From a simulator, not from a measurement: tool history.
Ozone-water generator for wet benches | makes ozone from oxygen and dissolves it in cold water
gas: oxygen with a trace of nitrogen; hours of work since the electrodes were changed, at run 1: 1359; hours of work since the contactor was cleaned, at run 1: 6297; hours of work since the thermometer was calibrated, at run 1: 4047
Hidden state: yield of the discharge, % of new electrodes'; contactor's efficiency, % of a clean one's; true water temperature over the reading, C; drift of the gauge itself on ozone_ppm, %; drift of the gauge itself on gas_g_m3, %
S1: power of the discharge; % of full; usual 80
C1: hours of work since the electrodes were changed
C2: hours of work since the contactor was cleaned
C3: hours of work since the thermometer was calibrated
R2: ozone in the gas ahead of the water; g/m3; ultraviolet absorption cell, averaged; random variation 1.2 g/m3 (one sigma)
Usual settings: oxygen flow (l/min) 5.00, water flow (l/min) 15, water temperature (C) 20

Run 1, hour 0.0: usual settings; C1 1359; C2 6297; C3 4047. Result: dissolved ozone (ppm) 22.0, R2 210.7 g/m3.
At hour 60.6: contactor cleaned.
Run 2, hour 60.6: usual settings but water temperature (C) 25; C1 1407; C2 0; C3 4095. Result: dissolved ozone (ppm) 20.4, R2 211.8 g/m3.
Run 3, hour 108.7: usual settings; C1 1448; C2 41; C3 4135. Result: dissolved ozone (ppm) 22.5, R2 210.0 g/m3.
Run 4, hour 156.2: usual settings but S1 53 % of full; C1 1488; C2 81; C3 4176. Result: dissolved ozone (ppm) 15.7, R2 147.4 g/m3.
Run 5, hour 206.5: usual settings but S1 53 % of full; C1 1531; C2 124; C3 4218. Result: dissolved ozone (ppm) 16.0, R2 146.6 g/m3.
Run 6, hour 239.0: usual settings but S1 53 % of full; C1 1558; C2 151; C3 4246. Result: dissolved ozone (ppm) 15.6, R2 148.4 g/m3.
At hour 280.5: water thermometer calibrated.
Run 7, hour 298.7: usual settings but S1 53 % of full; C1 1608; C2 201; C3 15. Result: dissolved ozone (ppm) 15.8, R2 148.7 g/m3.
Run 8, hour 359.1: usual settings but water flow (l/min) 17; C1 1660; C2 252; C3 67. Result: dissolved ozone (ppm) 20.7, R2 211.0 g/m3.
Run 9, hour 401.9: usual settings but water flow (l/min) 17; C1 1696; C2 289; C3 103. Result: dissolved ozone (ppm) 20.5, R2 210.7 g/m3.
Run 10, hour 453.4: usual settings but water flow (l/min) 17; C1 1739; C2 332; C3 147. Result: dissolved ozone (ppm) 20.9, R2 209.3 g/m3.
Run 11, hour 532.9: usual settings but S1 46 % of full, oxygen flow (l/min) 7.78, water flow (l/min) 18, water temperature (C) 14; C1 1807; C2 400; C3 214. Result: dissolved ozone (ppm) 14.5, R2 114.4 g/m3.
Run 12, hour 607.7: usual settings but S1 46 % of full, oxygen flow (l/min) 7.73, water temperature (C) 14; C1 1870; C2 463; C3 277. Result: dissolved ozone (ppm) 16.5, R2 113.9 g/m3.
Run 13, hour 665.1: usual settings but S1 46 % of full, oxygen flow (l/min) 7.73, water temperature (C) 14; C1 1919; C2 512; C3 326. Result: dissolved ozone (ppm) 16.3, R2 115.2 g/m3.
Run 14, hour 706.1: usual settings but water flow (l/min) 18, water temperature (C) 18; C1 1954; C2 547; C3 361. Result: dissolved ozone (ppm) 20.3, R2 210.6 g/m3.
Run 15, hour 748.3: usual settings but water temperature (C) 23; C1 1989; C2 582; C3 396. Result: dissolved ozone (ppm) 21.1, R2 210.8 g/m3.
Run 16, hour 819.5: usual settings but water temperature (C) 23; C1 2050; C2 643; C3 457. Result: dissolved ozone (ppm) 21.0, R2 211.3 g/m3.
Run 17, hour 873.3: usual settings but S1 54 % of full, water temperature (C) 26; C1 2095; C2 688; C3 502. Result: dissolved ozone (ppm) 14.5, R2 150.9 g/m3.
Run 18, hour 908.7: usual settings; C1 2125; C2 718; C3 532. Result: dissolved ozone (ppm) 22.3, R2 212.8 g/m3.

Forecast each of these 3 alternatives for the next run:
Run A, hour 955.0: usual settings but S1 58 % of full; C1 2164; C2 757; C3 572. Result: dissolved ozone (ppm) ?, R2 ?.
Run B, hour 955.0: usual settings but water flow (l/min) 19; C1 2164; C2 757; C3 572. Result: dissolved ozone (ppm) ?, R2 ?.
Run C, hour 955.0: usual settings but S1 94 % of full, oxygen flow (l/min) 7.57; C1 2164; C2 757; C3 572. Result: dissolved ozone (ppm) ?, R2 ?.

run  dissolved ozone (ppm)     R2
  A                   17.0  161.0
  B                   19.2  212.4
  C                   26.4  212.7
Without the tool's hidden state the same runs would have given:
run  dissolved ozone (ppm)     R2
  A                   17.0  159.1
  B                   19.2  209.9
  C                   26.4  210.3
